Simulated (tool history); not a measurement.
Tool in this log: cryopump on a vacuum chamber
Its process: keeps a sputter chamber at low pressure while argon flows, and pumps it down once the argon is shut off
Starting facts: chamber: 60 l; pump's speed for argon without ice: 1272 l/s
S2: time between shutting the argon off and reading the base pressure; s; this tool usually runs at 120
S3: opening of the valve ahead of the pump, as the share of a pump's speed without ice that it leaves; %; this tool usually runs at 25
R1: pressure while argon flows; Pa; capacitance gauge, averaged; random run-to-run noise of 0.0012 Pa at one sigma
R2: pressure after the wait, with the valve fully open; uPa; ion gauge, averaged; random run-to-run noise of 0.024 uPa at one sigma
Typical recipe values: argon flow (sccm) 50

{"run": 1, "day": 0.0, "argon flow (sccm)": 50, "S2": 120, "S3": 25, "R1": 0.2812, "R2": 1.27}
{"run": 2, "day": 0.696, "argon flow (sccm)": 51, "S2": 120, "S3": 25, "R1": 0.2868, "R2": 1.27}
{"run": 3, "day": 1.617, "argon flow (sccm)": 51, "S2": 120, "S3": 25, "R1": 0.2886, "R2": 1.31}
{"run": 4, "day": 2.171, "argon flow (sccm)": 51, "S2": 120, "S3": 25, "R1": 0.2906, "R2": 1.29}
{"run": 5, "day": 2.988, "argon flow (sccm)": 96, "S2": 120, "S3": 25, "R1": 0.5464, "R2": 1.29}
{"run": 6, "day": 3.758, "argon flow (sccm)": 50, "S2": 120, "S3": 18, "R1": 0.3866, "R2": 1.31}
{"run": 7, "day": 4.262, "argon flow (sccm)": 50, "S2": 120, "S3": 25, "R1": 0.2842, "R2": 1.34}
{"run": 8, "day": 5.071, "argon flow (sccm)": 50, "S2": 120, "S3": 25, "R1": 0.2834, "R2": 1.27}
{"run": 9, "day": 5.475, "argon flow (sccm)": 50, "S2": 120, "S3": 25, "R1": 0.2863, "R2": 1.36}
{"day": 6.271, "done": "pump warmed up, emptied and cooled again"}
{"run": 10, "day": 6.562, "argon flow (sccm)": 50, "S2": 120, "S3": 25, "R1": 0.2662, "R2": 1.14}
{"run": 11, "day": 7.246, "argon flow (sccm)": 50, "S2": 120, "S3": 25, "R1": 0.2663, "R2": 1.2}
{"run": 12, "day": 7.783, "argon flow (sccm)": 50, "S2": 120, "S3": 25, "R1": 0.2674, "R2": 1.17}
{"run": 13, "day": 8.7, "argon flow (sccm)": 31, "S2": 120, "S3": 25, "R1": 0.1656, "R2": 1.21}
{"run": 14, "day": 9.125, "argon flow (sccm)": 44, "S2": 98, "S3": 26, "R1": 0.2273, "R2": 1.37}
{"run": 15, "day": 9.738, "argon flow (sccm)": 50, "S2": 253, "S3": 31, "R1": 0.2164, "R2": 0.8}
{"run": 16, "day": 10.179, "argon flow (sccm)": 36, "S2": 168, "S3": 28, "R1": 0.1736, "R2": 0.94}
{"run": 17, "day": 10.925, "argon flow (sccm)": 69, "S2": 21, "S3": 28, "R1": 0.3331, "R2": 4.65}
{"run": 18, "day": 11.425, "argon flow (sccm)": 53, "S2": 21, "S3": 29, "R1": 0.2481, "R2": 4.49}
{"run": 19, "day": 12.3, "argon flow (sccm)": 53, "S2": 21, "S3": 29, "R1": 0.2489, "R2": 4.52}
{"run": 20, "day": 12.992, "argon flow (sccm)": 50, "S2": 24, "S3": 27, "R1": 0.2533, "R2": 4.11}
{"run": 21, "day": 13.783, "argon flow (sccm)": 29, "S2": 120, "S3": 22, "R1": 0.1806, "R2": 1.23}
{"run": 22, "day": 14.429, "argon flow (sccm)": 28, "S2": 126, "S3": 26, "R1": 0.1476, "R2": 1.19}
{"run": 23, "day": 15.138, "argon flow (sccm)": 28, "S2": 126, "S3": 26, "R1": 0.1469, "R2": 1.19}
{"run": 24, "day": 15.633, "argon flow (sccm)": 29, "S2": 120, "S3": 25, "R1": 0.1594, "R2": 1.19}

Alternative continuations, all from the tool just after run 24; predict every row:
{"run": "A", "day": 16.338, "argon flow (sccm)": 72, "S2": 120, "S3": 18, "R1": "?", "R2": "?"}
{"run": "B", "day": 16.338, "argon flow (sccm)": 50, "S2": 120, "S3": 29, "R1": "?", "R2": "?"}
{"run": "C", "day": 16.338, "argon flow (sccm)": 50, "S2": 183, "S3": 33, "R1": "?", "R2": "?"}
{"run": "D", "day": 16.338, "argon flow (sccm)": 29, "S2": 157, "S3": 32, "R1": "?", "R2": "?"}
{"run": "E", "day": 16.338, "argon flow (sccm)": 55, "S2": 44, "S3": 30, "R1": "?", "R2": "?"}

run=A R1=0.5478 R2=1.20
run=B R1=0.2389 R2=1.21
run=C R1=0.2103 R2=1.01
run=D R1=0.1259 R2=1.13
run=E R1=0.2552 R2=2.32
Stripped of hidden state, with their random variation kept, the same runs would have yielded:
run=A R1=0.5350 R2=0.90
run=B R1=0.2300 R2=0.91
run=C R1=0.2014 R2=0.70
run=D R1=0.1208 R2=0.81
run=E R1=0.2454 R2=2.03

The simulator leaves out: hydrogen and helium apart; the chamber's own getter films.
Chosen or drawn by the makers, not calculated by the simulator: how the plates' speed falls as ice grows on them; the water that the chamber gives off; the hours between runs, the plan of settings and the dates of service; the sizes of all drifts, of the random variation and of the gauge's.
